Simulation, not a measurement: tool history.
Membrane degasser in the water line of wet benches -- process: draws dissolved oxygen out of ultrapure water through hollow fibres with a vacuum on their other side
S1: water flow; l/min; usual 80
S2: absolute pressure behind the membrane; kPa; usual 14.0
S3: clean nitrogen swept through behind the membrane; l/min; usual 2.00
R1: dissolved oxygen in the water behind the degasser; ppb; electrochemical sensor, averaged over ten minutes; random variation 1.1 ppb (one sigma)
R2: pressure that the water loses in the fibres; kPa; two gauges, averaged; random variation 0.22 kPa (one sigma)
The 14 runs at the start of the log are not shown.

| run | hour | S1 | S2 | S3 | R1 | R2 |
|---|---|---|---|---|---|---|
| 15 | 2244.5 | 80 | 12.2 | 2.00 | 695.5 | 65.39 |
| 16 | 2417.9 | 80 | 12.2 | 2.00 | 694.7 | 65.34 |
| 17 | 2590.1 | 62 | 14.0 | 2.42 | 572.4 | 50.23 |
| 18 | 2710.0 | 95 | 9.6 | 2.48 | 517.0 | 77.51 |
| 19 | 2919.1 | 80 | 14.2 | 2.00 | 835.8 | 65.06 |
| 20 | 3013.8 | 63 | 29.4 | 2.00 | 1478.0 | 51.35 |
| 21 | 3190.1 | 73 | 13.0 | 2.04 | 688.8 | 59.59 |
| 22 | 3281.0 | 73 | 13.0 | 2.04 | 688.6 | 60.06 |
| 23 | 3428.2 | 55 | 13.0 | 1.65 | 642.9 | 45.18 |
| 24 | 3638.5 | 80 | 10.0 | 2.05 | 534.1 | 65.45 |
| 25 | 3820.7 | 80 | 14.0 | 1.19 | 1168.1 | 65.73 |
| 26 | 3996.6 | 80 | 27.8 | 4.23 | 962.3 | 65.58 |
| 27 | 4087.7 | 82 | 14.0 | 2.00 | 839.4 | 67.60 |
| 28 | 4213.6 | 123 | 14.0 | 2.70 | 977.9 | 100.67 |
| 29 | 4352.4 | 75 | 14.0 | 1.67 | 892.3 | 61.61 |

Estimate the outcome of run 30 from the log above:
| 30 | 4520.3 | 75 | 14.0 | 1.67 | ? | ? |

{"run 30": {"R1": 890.6, "R2": 61.94}}
Take away the tool's hidden state, keep the run-to-run variation as it was, and the same run would have given R1 879.4 ppb, R2 59.25 kPa.
